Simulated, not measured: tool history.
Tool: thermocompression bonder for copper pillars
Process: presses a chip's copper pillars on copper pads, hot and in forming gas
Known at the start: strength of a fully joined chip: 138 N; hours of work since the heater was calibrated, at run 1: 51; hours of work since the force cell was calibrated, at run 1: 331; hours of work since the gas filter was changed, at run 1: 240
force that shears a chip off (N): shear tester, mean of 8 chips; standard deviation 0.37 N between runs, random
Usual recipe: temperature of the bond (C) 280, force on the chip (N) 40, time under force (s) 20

run	hour	temperature of the bond (C)	force on the chip (N)	time under force (s)	hours of work since the heater was calibrated	hours of work since the force cell was calibrated	hours of work since the gas filter was changed	force that shears a chip off (N)
1	0	280	40	20	51	331	240	101.7
# hour 3.7: forming gas filter changed
2	11.5	280	33	20	57	338	4	90
3	34.5	280	33	20	71	351	18	89.3
4	47.6	280	49	20	78	358	25	113.1
5	68.6	292	49	20	90	370	37	119.8
6	79.4	280	40	20	96	376	43	101.7
7	97.1	280	40	20	106	387	53	101.1
8	109.3	280	43	20	113	394	60	105.3
9	126.5	280	43	20	123	403	70	105.1
10	136.6	280	43	20	129	409	76	105.5
11	150.7	280	40	20	137	417	84	100.8
12	172.9	280	40	20	149	430	96	101.1
13	192.6	280	40	20	161	441	108	100.8
14	203.1	280	40	18	167	447	114	98
15	220.3	280	40	20	176	457	123	100.5
16	241.3	280	40	17	188	469	135	96.2
17	265.2	280	40	20	202	482	149	100.6
18	279	280	40	20	210	490	157	99.7
19	293.1	280	40	18	218	498	165	97.3
20	306.3	280	41	18	226	506	172	98.7
21	322.4	280	41	18	235	515	182	98.9
22	334.8	280	40	17	242	522	189	95.8
23	344.7	267	30	29	247	528	194	80.3
24	365.3	289	27	29	259	539	206	89.8
25	386.3	289	27	29	271	551	218	90.5
26	400.4	263	45	53	279	559	226	114.7
27	412.9	263	45	53	286	567	233	114.1
28	425	262	44	29	293	574	240	99.2
# hour 427.1: forming gas filter changed
# hour 432.9: gauge calibrated
29	442	285	59	59	303	583	8	135.2
30	452.8	274	43	45	309	589	15	119.8
31	466.5	299	54	14	317	597	22	122.3
32	479.2	306	48	60	324	604	30	134.3
33	496.9	280	57	20	334	614	40	121.5
34	507.1	266	34	32	340	620	46	91.9
35	517.5	266	34	32	346	626	52	91.4
36	537.8	306	44	11	357	637	63	111.3
37	560	306	48	14	370	650	76	120.9
38	578.3	280	25	13	380	661	86	60.6
39	589.1	276	47	45	386	667	92	123.1
40	607.9	282	59	45	397	677	103	131.3

What if the next run were any one of these 3? Each begins from the tool's condition after run 40:
A	618.5	310	59	33	403	684	109	?
B	618.5	280	28	20	403	684	109	?
C	618.5	261	37	23	403	684	109	?

run	force that shears a chip off (N)
A	133.8
B	77.4
C	84
With the hidden condition removed and each run's random variation left untouched, the same runs would have given:
run	force that shears a chip off (N)
A	135.7
B	78.6
C	85.2
